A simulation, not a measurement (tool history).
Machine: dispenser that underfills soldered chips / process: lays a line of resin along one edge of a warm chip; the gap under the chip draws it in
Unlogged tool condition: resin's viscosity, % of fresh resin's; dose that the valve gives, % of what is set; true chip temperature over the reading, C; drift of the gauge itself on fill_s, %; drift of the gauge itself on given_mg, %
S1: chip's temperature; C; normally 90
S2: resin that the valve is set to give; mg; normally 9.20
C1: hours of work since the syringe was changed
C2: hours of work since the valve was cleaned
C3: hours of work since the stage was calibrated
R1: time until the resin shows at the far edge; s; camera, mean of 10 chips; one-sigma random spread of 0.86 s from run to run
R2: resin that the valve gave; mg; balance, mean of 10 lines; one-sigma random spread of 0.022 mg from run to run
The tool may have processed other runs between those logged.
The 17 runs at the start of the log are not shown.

At day 8.204: new syringe of resin.
Run 18, day 8.538: usual settings but S1 100 C, S2 7.90 mg; C1 6; C2 19; C3 678. Result: R1 71.1 s, R2 7.82 mg.
At day 8.629: new syringe of resin.
Run 19, day 8.946: usual settings but S2 8.10 mg; C1 6; C2 26; C3 685. Result: R1 105.0 s, R2 8.01 mg.
At day 9.017: new syringe of resin.
At day 9.429: new syringe of resin.
Run 20, day 9.429: usual settings but S1 82 C, S2 9.80 mg; C1 0; C2 35; C3 694. Result: R1 93.4 s, R2 9.67 mg.
At day 9.817: new syringe of resin.
Run 21, day 9.825: usual settings but S1 97 C, S2 9.75 mg; C1 0; C2 42; C3 701. Result: R1 51.7 s, R2 9.59 mg.
At day 10.233: new syringe of resin.
Run 22, day 10.408: usual settings but S1 79 C, S2 8.49 mg; C1 3; C2 52; C3 711. Result: R1 134.5 s, R2 8.32 mg.
At day 10.646: new syringe of resin.
At day 11.033: new syringe of resin.
Run 23, day 11.033: usual settings but S1 85 C, S2 11.93 mg; C1 0; C2 64; C3 723. Result: R1 81.8 s, R2 11.62 mg.
At day 11.421: new syringe of resin.
Run 24, day 11.608: usual settings but S1 89 C, S2 7.86 mg; C1 3; C2 74; C3 733. Result: R1 91.3 s, R2 7.64 mg.
At day 11.838: new syringe of resin.
Run 25, day 12.154: usual settings but S1 89 C, S2 7.86 mg; C1 6; C2 84; C3 743. Result: R1 107.1 s, R2 7.63 mg.

Run 26 has not been measured yet. What should we expect?
At day 12.242: new syringe of resin.
At day 12.642: new syringe of resin.
Run 26, day 12.725: usual settings but S1 89 C, S2 7.86 mg; C1 2; C2 94; C3 753. Result: R1 ?, R2 ?.

Run 26 produced R1 80.5 s, R2 7.61 mg.
If the tool had no hidden condition, the same run with the same run-to-run variation would have returned R1 87.3 s, R2 7.87 mg.
